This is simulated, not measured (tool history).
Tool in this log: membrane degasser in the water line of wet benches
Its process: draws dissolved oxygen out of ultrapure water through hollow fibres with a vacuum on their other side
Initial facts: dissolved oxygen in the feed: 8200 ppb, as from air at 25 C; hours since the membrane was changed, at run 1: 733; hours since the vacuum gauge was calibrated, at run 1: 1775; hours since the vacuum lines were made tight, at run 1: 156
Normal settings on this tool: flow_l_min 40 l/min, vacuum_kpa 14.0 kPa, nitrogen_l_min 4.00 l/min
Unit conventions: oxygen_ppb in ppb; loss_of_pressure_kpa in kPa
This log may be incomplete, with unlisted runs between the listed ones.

run,hour,flow_l_min,vacuum_kpa,nitrogen_l_min,hours since the membrane was changed,hours since the vacuum gauge was calibrated,hours since the vacuum lines were made tight,oxygen_ppb,loss_of_pressure_kpa
1,0.0,40,14.0,4.00,733,1775,156,333.5,64.14
2,24.0,40,14.0,3.27,757,1799,180,386.8,64.11
3,47.9,40,14.0,3.27,781,1823,204,384.9,64.07
4,66.8,40,11.8,4.00,800,1842,223,291.0,63.88
# hour 70.0: vacuum gauge calibrated
5,86.8,40,11.8,4.00,819,17,242,289.4,63.95
6,109.2,45,14.0,4.00,842,39,264,408.4,71.98
7,149.8,40,14.0,4.00,882,80,305,335.1,64.19
8,177.7,44,21.3,3.65,910,108,333,605.7,70.55
9,214.1,39,14.0,10.66,947,144,369,180.0,62.91
10,233.4,40,17.5,4.00,966,163,389,413.7,63.85
11,270.6,28,14.0,1.97,1003,201,426,361.8,44.75
12,298.1,38,8.6,4.57,1031,228,453,184.2,61.03
13,317.1,38,8.6,4.57,1050,247,472,183.9,60.94

Describe how what the log doesn't record of the tool's condition differs between the last listed run preceding each entry between runs and the first listed run following it.
Logged between run 4 and run 5: vacuum gauge calibrated (hour 70.0)
  membrane still open, %: 99.4 -> 99.3; true pressure behind the membrane over the reading, kPa: 0.13 -> 0.18; air that leaks in behind the membrane, l/min: 0.0034 -> 0.0035
  measured minus no-state result, oxygen_ppb: +5.5 -> +6.7 ppb; loss_of_pressure_kpa: +0.41 -> +0.42 kPa

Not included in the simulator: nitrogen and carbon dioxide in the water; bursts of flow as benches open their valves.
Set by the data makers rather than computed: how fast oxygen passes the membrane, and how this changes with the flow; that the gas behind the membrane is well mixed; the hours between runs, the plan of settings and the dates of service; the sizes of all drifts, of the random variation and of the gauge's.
